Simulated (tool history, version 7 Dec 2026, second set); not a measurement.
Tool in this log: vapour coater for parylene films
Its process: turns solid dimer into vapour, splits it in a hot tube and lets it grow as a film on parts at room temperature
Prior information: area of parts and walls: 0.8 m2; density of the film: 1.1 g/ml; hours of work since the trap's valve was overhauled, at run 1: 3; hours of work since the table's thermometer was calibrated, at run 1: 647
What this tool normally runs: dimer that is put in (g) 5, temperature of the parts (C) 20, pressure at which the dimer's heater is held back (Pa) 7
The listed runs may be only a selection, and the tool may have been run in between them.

run     day  dimer that is put in (g)  temperature of the parts (C)  pressure at which the dimer's heater is held back (Pa)  hours of work since the trap's valve was overhauled  hours of work since the table's thermometer was calibrated  thickness of the film (um)
  1       0                         5                            20                                                       7                                                    3                                                         647                        4.08
  2     2.9                         5                            20                                                    9.78                                                   31                                                         675                        3.86
  3   6.283                         5                            29                                                       7                                                   65                                                         709                        2.91
  4    8.35                         5                            29                                                       7                                                   85                                                         729                        2.88
  5   9.917                         5                            20                                                       7                                                  101                                                         745                        4.09
  6  13.171                         5                            20                                                       7                                                  133                                                         777                         4.1
     13.675  -- trap's valve overhauled
  7  14.892                         5                            20                                                       7                                                   12                                                         792                        4.02
  8  17.204                         5                            20                                                       7                                                   35                                                         815                        3.97
  9  19.375                         5                            20                                                       7                                                   56                                                         837                        3.94
 10  22.438                         5                            20                                                       7                                                   87                                                         867                        3.94
      23.25  -- trap's valve overhauled, once more
 11  26.096                         5                            20                                                    8.76                                                   28                                                         901                        3.98
 12  29.462                         5                            20                                                    8.76                                                   61                                                         935                        4.01
     32.838  -- table's thermometer calibrated
 13  32.912                         6                            23                                                    4.06                                                   95                                                           1                        4.82
 14  36.233                         3                            20                                                       7                                                  128                                                          34                        2.45

Run 15 has not been measured yet. What should we expect?
 15  38.45                         4                            25                                                    5.33                                                  150                                                          55                           ?

{"run 15": {"thickness of the film (um)": 2.85}}
Minus the tool's unlogged condition, the same run would have read thickness of the film (um) 2.92.

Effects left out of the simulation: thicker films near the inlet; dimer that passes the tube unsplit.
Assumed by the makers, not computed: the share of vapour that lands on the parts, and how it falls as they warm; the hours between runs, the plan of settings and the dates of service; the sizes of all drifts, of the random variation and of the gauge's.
